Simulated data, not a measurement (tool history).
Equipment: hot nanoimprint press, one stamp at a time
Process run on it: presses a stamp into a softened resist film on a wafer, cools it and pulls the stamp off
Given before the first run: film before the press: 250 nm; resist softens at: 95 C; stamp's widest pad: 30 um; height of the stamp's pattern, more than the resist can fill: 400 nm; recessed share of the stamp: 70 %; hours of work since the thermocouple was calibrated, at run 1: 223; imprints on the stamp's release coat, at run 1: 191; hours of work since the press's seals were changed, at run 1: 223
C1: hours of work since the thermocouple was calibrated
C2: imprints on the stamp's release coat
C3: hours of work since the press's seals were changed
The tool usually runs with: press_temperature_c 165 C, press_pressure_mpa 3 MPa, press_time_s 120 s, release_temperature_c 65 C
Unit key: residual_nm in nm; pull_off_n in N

run 1 hour=0 | press_temperature_c=165 press_pressure_mpa=3 press_time_s=120 release_temperature_c=65 | C1=223 C2=191 C3=223 | residual_nm=143.7 pull_off_n=193
run 2 hour=11.2 | press_temperature_c=165 press_pressure_mpa=3 press_time_s=120 release_temperature_c=65 | C1=230 C2=216 C3=230 | residual_nm=141.6 pull_off_n=186
run 3 hour=17.7 | press_temperature_c=165 press_pressure_mpa=3 press_time_s=120 release_temperature_c=65 | C1=234 C2=231 C3=234 | residual_nm=142.6 pull_off_n=190
run 4 hour=29.3 | press_temperature_c=165 press_pressure_mpa=3 press_time_s=120 release_temperature_c=65 | C1=242 C2=258 C3=242 | residual_nm=143.5 pull_off_n=191
run 5 hour=35.1 | press_temperature_c=165 press_pressure_mpa=3 press_time_s=120 release_temperature_c=65 | C1=245 C2=271 C3=245 | residual_nm=143.9 pull_off_n=192
run 6 hour=42.9 | press_temperature_c=165 press_pressure_mpa=3 press_time_s=120 release_temperature_c=65 | C1=250 C2=288 C3=250 | residual_nm=145.7 pull_off_n=191
run 7 hour=51.1 | press_temperature_c=165 press_pressure_mpa=3 press_time_s=120 release_temperature_c=65 | C1=255 C2=307 C3=255 | residual_nm=143.3 pull_off_n=193
run 8 hour=60.2 | press_temperature_c=165 press_pressure_mpa=3 press_time_s=120 release_temperature_c=65 | C1=261 C2=328 C3=261 | residual_nm=143.5 pull_off_n=192
run 9 hour=71.1 | press_temperature_c=165 press_pressure_mpa=3 press_time_s=109 release_temperature_c=65 | C1=268 C2=353 C3=268 | residual_nm=147.5 pull_off_n=194
run 10 hour=80.8 | press_temperature_c=169 press_pressure_mpa=3 press_time_s=120 release_temperature_c=65 | C1=273 C2=375 C3=273 | residual_nm=130.1 pull_off_n=195
run 11 hour=86.5 | press_temperature_c=169 press_pressure_mpa=3 press_time_s=120 release_temperature_c=65 | C1=277 C2=388 C3=277 | residual_nm=130.4 pull_off_n=194
run 12 hour=96 | press_temperature_c=168 press_pressure_mpa=3 press_time_s=120 release_temperature_c=65 | C1=283 C2=410 C3=283 | residual_nm=132.5 pull_off_n=195
run 13 hour=105.2 | press_temperature_c=165 press_pressure_mpa=3 press_time_s=120 release_temperature_c=65 | C1=289 C2=431 C3=289 | residual_nm=143.8 pull_off_n=201
run 14 hour=113.4 | press_temperature_c=166 press_pressure_mpa=3 press_time_s=120 release_temperature_c=56 | C1=294 C2=450 C3=294 | residual_nm=140.3 pull_off_n=225
run 15 hour=118.5 | press_temperature_c=165 press_pressure_mpa=2.8 press_time_s=120 release_temperature_c=65 | C1=297 C2=461 C3=297 | residual_nm=147.8 pull_off_n=200
run 16 hour=126.3 | press_temperature_c=160 press_pressure_mpa=3.25 press_time_s=121 release_temperature_c=59 | C1=302 C2=479 C3=302 | residual_nm=156.9 pull_off_n=213
run 17 hour=133.3 | press_temperature_c=160 press_pressure_mpa=2.3 press_time_s=133 release_temperature_c=69 | C1=306 C2=495 C3=306 | residual_nm=172.3 pull_off_n=187
run 18 hour=144.7 | press_temperature_c=161 press_pressure_mpa=2.98 press_time_s=133 release_temperature_c=69 | C1=313 C2=521 C3=313 | residual_nm=156 pull_off_n=192
run 19 hour=150.6 | press_temperature_c=161 press_pressure_mpa=2.98 press_time_s=133 release_temperature_c=69 | C1=317 C2=535 C3=317 | residual_nm=155.5 pull_off_n=188
run 20 hour=156.6 | press_temperature_c=165 press_pressure_mpa=3 press_time_s=132 release_temperature_c=57 | C1=321 C2=548 C3=321 | residual_nm=139.4 pull_off_n=221
run 21 hour=166.3 | press_temperature_c=165 press_pressure_mpa=3 press_time_s=132 release_temperature_c=57 | C1=327 C2=571 C3=327 | residual_nm=139.6 pull_off_n=224
run 22 hour=175.6 | press_temperature_c=170 press_pressure_mpa=2.55 press_time_s=78 release_temperature_c=65 | C1=332 C2=592 C3=332 | residual_nm=155.4 pull_off_n=201
run 23 hour=181.3 | press_temperature_c=165 press_pressure_mpa=3.27 press_time_s=133 release_temperature_c=62 | C1=336 C2=605 C3=336 | residual_nm=136.3 pull_off_n=209
run 24 hour=186.6 | press_temperature_c=165 press_pressure_mpa=3.27 press_time_s=133 release_temperature_c=62 | C1=339 C2=617 C3=339 | residual_nm=136.5 pull_off_n=211
run 25 hour=191.9 | press_temperature_c=165 press_pressure_mpa=3.27 press_time_s=133 release_temperature_c=62 | C1=343 C2=629 C3=343 | residual_nm=135.4 pull_off_n=210
run 26 hour=196.6 | press_temperature_c=165 press_pressure_mpa=1.81 press_time_s=158 release_temperature_c=62 | C1=345 C2=640 C3=345 | residual_nm=160.9 pull_off_n=212

Each row is a separate what-if for the run after 26, all from the same tool condition, not one after another. Results?
run A hour=206 | press_temperature_c=158 press_pressure_mpa=3 press_time_s=120 release_temperature_c=58 | C1=351 C2=661 C3=351 | residual_nm=? pull_off_n=?
run B hour=206 | press_temperature_c=165 press_pressure_mpa=4.57 press_time_s=72 release_temperature_c=54 | C1=351 C2=661 C3=351 | residual_nm=? pull_off_n=?
run C hour=206 | press_temperature_c=165 press_pressure_mpa=2.56 press_time_s=158 release_temperature_c=62 | C1=351 C2=661 C3=351 | residual_nm=? pull_off_n=?
run D hour=206 | press_temperature_c=164 press_pressure_mpa=3.07 press_time_s=127 release_temperature_c=65 | C1=351 C2=661 C3=351 | residual_nm=? pull_off_n=?

run=A residual_nm=172.8 pull_off_n=225
run=B residual_nm=144.5 pull_off_n=238
run=C residual_nm=140.9 pull_off_n=214
run=D residual_nm=145.6 pull_off_n=208
The same runs, with their run-to-run variation unchanged, on a tool lacking any hidden condition would have given:
run=A residual_nm=164.2 pull_off_n=194
run=B residual_nm=135.8 pull_off_n=206
run=C residual_nm=133 pull_off_n=185
run=D residual_nm=137.4 pull_off_n=179
